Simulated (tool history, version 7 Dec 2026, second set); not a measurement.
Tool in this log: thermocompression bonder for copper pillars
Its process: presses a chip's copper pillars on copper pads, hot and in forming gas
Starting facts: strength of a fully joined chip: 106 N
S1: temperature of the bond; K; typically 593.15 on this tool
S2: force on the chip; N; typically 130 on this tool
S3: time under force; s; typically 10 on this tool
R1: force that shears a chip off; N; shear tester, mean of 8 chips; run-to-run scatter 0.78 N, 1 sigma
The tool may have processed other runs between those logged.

| run | hour | S1 | S2 | S3 | R1 |
|---|---|---|---|---|---|
| 1 | 0.0 | 593.15 | 130 | 10 | 53.7 |
| 2 | 42.3 | 593.15 | 130 | 10 | 53.3 |
| 3 | 80.5 | 581.15 | 130 | 10 | 46.1 |
| 4 | 121.2 | 581.15 | 130 | 10 | 47.5 |
| 5 | 151.6 | 581.15 | 130 | 10 | 46.3 |
| 6 | 184.8 | 581.15 | 130 | 10 | 45.6 |
| 7 | 232.8 | 581.15 | 130 | 10 | 45.9 |
| 8 | 277.8 | 593.15 | 130 | 7 | 46.1 |
| 9 | 316.4 | 593.15 | 130 | 7 | 45.9 |
| 10 | 336.2 | 593.15 | 130 | 10 | 52.9 |
| 11 | 379.9 | 593.15 | 130 | 10 | 52.0 |
| 12 | 415.6 | 579.15 | 130 | 21 | 56.9 |
| 13 | 443.5 | 579.15 | 130 | 21 | 57.7 |
|  | 468.7 | forming gas filter changed |
| 14 | 482.9 | 583.15 | 124 | 10 | 45.2 |
| 15 | 518.5 | 614.15 | 124 | 10 | 61.4 |
| 16 | 560.8 | 614.15 | 124 | 10 | 60.1 |
| 17 | 594.4 | 620.15 | 94 | 9 | 49.2 |
| 18 | 623.2 | 613.15 | 94 | 20 | 59.4 |

Run 19 is up next; what results do you expect?
| 19 | 670.7 | 613.15 | 94 | 20 | ? |

Run 19 gave R1 58.8 N.
Without the tool's hidden state the same run would have given R1 66.9 N.
